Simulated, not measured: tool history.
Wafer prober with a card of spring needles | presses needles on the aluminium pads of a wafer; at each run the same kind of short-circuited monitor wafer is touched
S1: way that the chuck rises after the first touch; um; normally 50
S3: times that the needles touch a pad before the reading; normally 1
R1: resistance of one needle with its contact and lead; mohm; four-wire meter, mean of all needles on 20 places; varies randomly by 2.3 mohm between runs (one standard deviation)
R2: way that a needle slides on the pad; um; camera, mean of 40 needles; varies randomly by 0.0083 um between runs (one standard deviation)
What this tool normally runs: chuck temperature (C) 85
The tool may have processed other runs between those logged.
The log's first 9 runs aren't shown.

-- hour=259.3 tips cleaned on abrasive film
run 10 hour=273.6 | S1=50 chuck_temperature_(C)=85 S3=1 | R1=365 R2=9.254
-- hour=284.7 tips cleaned on abrasive film
run 11 hour=295.4 | S1=50 chuck_temperature_(C)=85 S3=1 | R1=358 R2=9.239
-- hour=307.9 height of the first contact set anew
-- hour=310.4 tips cleaned on abrasive film
run 12 hour=330.7 | S1=50 chuck_temperature_(C)=85 S3=1 | R1=367 R2=9.319
-- hour=334.8 tips cleaned on abrasive film
-- hour=361.7 tips cleaned on abrasive film
run 13 hour=371.8 | S1=50 chuck_temperature_(C)=85 S3=1 | R1=352 R2=9.293
-- hour=387.3 tips cleaned on abrasive film
run 14 hour=400.7 | S1=50 chuck_temperature_(C)=85 S3=1 | R1=366 R2=9.277
-- hour=413.6 tips cleaned on abrasive film
-- hour=440.2 tips cleaned on abrasive film
run 15 hour=443.8 | S1=50 chuck_temperature_(C)=49 S3=1 | R1=309 R2=9.263
-- hour=464.8 tips cleaned on abrasive film
run 16 hour=481.3 | S1=50 chuck_temperature_(C)=49 S3=1 | R1=358 R2=9.25
-- hour=490.8 tips cleaned on abrasive film
run 17 hour=505.7 | S1=50 chuck_temperature_(C)=49 S3=2 | R1=313 R2=9.25
-- hour=515.9 tips cleaned on abrasive film
run 18 hour=524.2 | S1=50 chuck_temperature_(C)=41 S3=1 | R1=337 R2=9.229
-- hour=537.5 height of the first contact set anew
-- hour=541.5 tips cleaned on abrasive film
run 19 hour=545.6 | S1=57 chuck_temperature_(C)=41 S3=1 | R1=305 R2=10.622
-- hour=567 tips cleaned on abrasive film
run 20 hour=575.5 | S1=44 chuck_temperature_(C)=41 S3=3 | R1=292 R2=8.188
-- hour=592.8 tips cleaned on abrasive film
run 21 hour=608.2 | S1=67 chuck_temperature_(C)=68 S3=2 | R1=291 R2=12.469
-- hour=619.9 tips cleaned on abrasive film
run 22 hour=629.7 | S1=49 chuck_temperature_(C)=34 S3=2 | R1=308 R2=9.092

Estimate the outcome of run 23 from the log above:
-- hour=645.7 tips cleaned on abrasive film
run 23 hour=649.4 | S1=52 chuck_temperature_(C)=26 S3=1 | R1=? R2=?

Run 23 gave R1 300 mohm, R2 9.657 um.
With the hidden condition absent and the run-to-run variation left alone, this run would have shown R1 247 mohm, R2 9.696 um.
